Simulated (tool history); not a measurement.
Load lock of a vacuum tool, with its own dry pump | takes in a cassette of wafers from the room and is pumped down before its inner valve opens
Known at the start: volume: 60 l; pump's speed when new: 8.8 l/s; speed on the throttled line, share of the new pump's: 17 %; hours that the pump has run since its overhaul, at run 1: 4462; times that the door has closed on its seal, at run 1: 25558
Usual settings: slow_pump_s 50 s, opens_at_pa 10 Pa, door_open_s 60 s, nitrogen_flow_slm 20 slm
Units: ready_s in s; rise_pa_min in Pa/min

run    hour  slow_pump_s  opens_at_pa  door_open_s  nitrogen_flow_slm  hours that the pump has run since its overhaul  times that the door has closed on its seal  incoming humidity of the room's air, %  ready_s  rise_pa_min
  1       0           50           10           60                 20                                            4462                                       25558                                    46.5    109.6        0.197
  2   288.1           50           10           37                 20                                            4750                                       26328                                    47.6      109        0.203
  3   438.5           50            8           60                 20                                            4900                                       26730                                    46.2    111.5        0.204
  4   620.3           50            8           60                 20                                            5082                                       27215                                      43    111.3        0.215
  5   807.2           50            8           60                 20                                            5269                                       27715                                    43.6    111.1        0.221
  6   970.7           50           10           60                 20                                            5432                                       28152                                    42.9    110.2        0.221
  7  1236.1           50           10           60                 20                                            5698                                       28861                                    46.4    111.9         0.24
  8  1466.4           50           17           60                 20                                            5928                                       29476                                    46.7    106.5        0.241
  9  1742.8           50           17           37                 20                                            6205                                       30215                                      43    107.1        0.238
 10  2067.4           50           17           37                 20                                            6529                                       31082                                      44    107.2        0.245
 11  2215.8           50           17           37                 20                                            6678                                       31478                                    43.3    106.7        0.256
 12    2544           50           17           37                 20                                            7006                                       32355                                    46.2    108.4        0.265
 13  2838.2           50           10           60                 31                                            7300                                       33142                                    44.9    112.3        0.269
 14  3183.5           50           10           60                 31                                            7645                                       34064                                    50.3    113.3        0.292
 15    3360           50           10           60                 31                                            7822                                       34536                                    45.5    112.4        0.288
 16  3510.9           50           10           60                 31                                            7973                                       34939                                    46.2    114.4        0.295
 17  3816.1           50           10           60                 31                                            8278                                       35754                                      43    113.1        0.301
 18  3978.6           64           10           60                 20                                            8440                                       36189                                    44.7    125.4        0.318
 19  4278.3           64           10           60                  7                                            8740                                       36989                                    44.4    124.7        0.346
 20  4625.6           39           12          103                  6                                            9087                                       37917                                    50.5    104.3        0.371
 21  4921.7           39           12          103                 15                                            9383                                       38708                                      47    103.7        0.358
 22    5131           65           10          161                  5                                            9593                                       39267                                    43.1    126.2        0.398
 23  5410.9           30           13           30                  7                                            9873                                       40015                                    41.9     96.6        0.379
 24  5717.3           50           10           68                 11                                           10179                                       40834                                    47.1    117.1        0.404
 25  5945.4           57           10          133                 43                                           10407                                       41443                                    43.8    120.6        0.384
 26  6281.8           86           17           40                 29                                           10743                                       42342                                      48      140        0.398
     6484.9  -- door's seal changed, seat wiped
 27  6514.9           35           17           40                 29                                           10975                                          80                                    42.3    101.1        0.012
 28  6785.1           50           12           60                 20                                           11245                                         802                                    44.7    115.6        0.022
 29  7073.2           50           12           60                 20                                           11533                                        1572                                    45.9    115.3        0.027
     7230.8  -- dry pump taken out, an overhauled one fitted
 30  7389.7           99           13           66                  5                                             159                                        2401                                    47.4    145.3         0.05
 31  7666.1           99           10           28                 36                                             435                                        3140                                      48    146.6        0.022
 32  8004.6           73           17           60                 20                                             774                                        4044                                    47.9      120        0.036
 33    8214           78           10           60                 20                                             983                                        4604                                    45.8    127.7        0.037
 34  8476.5           65           10           60                 20                                            1246                                        5305                                    47.7      119        0.045
 35  8656.8           34           10           60                 13                                            1426                                        5787                                    43.8     92.4         0.05
 36  8865.6           34           10           60                 13                                            1635                                        6345                                    43.5     93.3        0.052
 37  9210.3           34           10           60                 13                                            1980                                        7266                                    43.4     92.5        0.053

3 ways to go on from here, each from the tool as it stands after run 37. What would each give?
  A  9500           34           14           60                 13                                            2269                                        8040                                    42.8        ?            ?
  B  9500           69           10           40                 40                                            2269                                        8040                                    46.8        ?            ?
  C  9500           56           17           60                 20                                            2269                                        8040                                    44.5        ?            ?

run  ready_s  rise_pa_min
  A     91.3        0.056
  B    122.1        0.041
  C      108        0.055
Without the tool's hidden state the same runs would have given:
run  ready_s  rise_pa_min
  A     89.5        0.026
  B    120.5        0.011
  C    106.4        0.025
